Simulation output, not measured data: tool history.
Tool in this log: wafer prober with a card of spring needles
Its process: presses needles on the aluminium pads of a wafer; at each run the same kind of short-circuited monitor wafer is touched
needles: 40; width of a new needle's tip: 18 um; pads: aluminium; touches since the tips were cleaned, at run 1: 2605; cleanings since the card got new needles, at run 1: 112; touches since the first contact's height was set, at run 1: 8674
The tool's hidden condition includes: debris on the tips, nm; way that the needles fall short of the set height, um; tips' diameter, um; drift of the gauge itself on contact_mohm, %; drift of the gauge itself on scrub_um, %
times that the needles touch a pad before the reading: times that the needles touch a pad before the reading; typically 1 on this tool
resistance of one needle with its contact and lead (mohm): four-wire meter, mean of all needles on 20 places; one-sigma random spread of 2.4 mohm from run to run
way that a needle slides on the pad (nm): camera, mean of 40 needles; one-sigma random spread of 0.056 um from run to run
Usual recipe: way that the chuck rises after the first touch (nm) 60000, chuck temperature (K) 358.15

run	hour	way that the chuck rises after the first touch (nm)	chuck temperature (K)	times that the needles touch a pad before the reading	touches since the tips were cleaned	cleanings since the card got new needles	touches since the first contact's height was set	resistance of one needle with its contact and lead (mohm)	way that a needle slides on the pad (nm)
1	0.0	60000	358.15	1	2605	112	8674	358	14870
# hour 12.3: tips cleaned on abrasive film
# hour 32.2: tips cleaned on abrasive film
# hour 49.1: tips cleaned on abrasive film
2	59.2	60000	358.15	1	4908	115	37153	379	14790
# hour 67.6: tips cleaned on abrasive film
# hour 88.6: tips cleaned on abrasive film
# hour 109.1: tips cleaned on abrasive film
3	121.9	60000	358.15	1	6206	118	67315	392	14700
# hour 130.0: tips cleaned on abrasive film
# hour 146.9: tips cleaned on abrasive film
4	153.5	60000	358.15	1	3198	120	82480	374	14610
# hour 166.1: tips cleaned on abrasive film
# hour 185.5: tips cleaned on abrasive film
5	189.8	60000	358.15	1	2046	122	99918	358	14690
# hour 205.3: tips cleaned on abrasive film
# hour 224.9: tips cleaned on abrasive film
6	234.3	60000	358.15	1	4521	124	121352	386	14610
# hour 242.2: tips cleaned on abrasive film
# hour 262.1: tips cleaned on abrasive film
7	277.6	60000	358.15	2	7476	126	142188	346	14450
# hour 281.9: tips cleaned on abrasive film
# hour 302.9: tips cleaned on abrasive film
# hour 323.2: tips cleaned on abrasive film
# hour 343.0: tips cleaned on abrasive film
8	348.0	60000	358.15	1	2408	130	176015	368	14550
# hour 360.0: tips cleaned on abrasive film
# hour 380.4: tips cleaned on abrasive film
9	397.1	60000	358.15	1	8088	132	199672	402	14360
# hour 401.4: tips cleaned on abrasive film
# hour 414.2: height of the first contact set anew
# hour 418.5: tips cleaned on abrasive film
# hour 437.3: tips cleaned on abrasive film
10	454.0	40000	340.15	1	8042	135	19110	532	9870
# hour 457.6: tips cleaned on abrasive film
# hour 478.6: tips cleaned on abrasive film
# hour 497.1: tips cleaned on abrasive film
11	497.1	47000	308.15	2	0	138	39804	277	11560
# hour 516.0: tips cleaned on abrasive film
# hour 537.0: tips cleaned on abrasive film
# hour 555.7: tips cleaned on abrasive film
12	561.3	47000	308.15	2	2714	141	70707	353	11530
# hour 573.7: tips cleaned on abrasive film
# hour 594.6: tips cleaned on abrasive film
# hour 615.4: tips cleaned on abrasive film
# hour 634.7: tips cleaned on abrasive film
13	634.7	49000	320.15	2	0	145	105969	287	11870
# hour 655.7: tips cleaned on abrasive film
14	670.1	49000	320.15	2	6979	146	123062	386	11890
# hour 674.4: tips cleaned on abrasive film
# hour 691.2: tips cleaned on abrasive film
# hour 711.0: tips cleaned on abrasive film
# hour 727.8: tips cleaned on abrasive film
15	742.5	49000	320.15	2	7084	150	157850	388	11820

Predict each of these 3 candidate next runs independently; none follows another, all start after run 15:
# hour 746.8: tips cleaned on abrasive film
# hour 766.8: tips cleaned on abrasive film
A	778.5	60000	309.15	2	5676	152	175191	?	?
# hour 746.8: tips cleaned on abrasive film
# hour 766.8: tips cleaned on abrasive film
B	778.5	41000	358.15	1	5676	152	175191	?	?
# hour 746.8: tips cleaned on abrasive film
# hour 766.8: tips cleaned on abrasive film
C	778.5	46000	394.15	2	5676	152	175191	?	?

run	resistance of one needle with its contact and lead (mohm)	way that a needle slides on the pad (nm)
A	341	14500
B	548	9680
C	416	10930
The same runs, with their run-to-run variation unchanged, on a tool lacking any hidden condition would have given:
run	resistance of one needle with its contact and lead (mohm)	way that a needle slides on the pad (nm)
A	258	14910
B	287	10090
C	295	11330
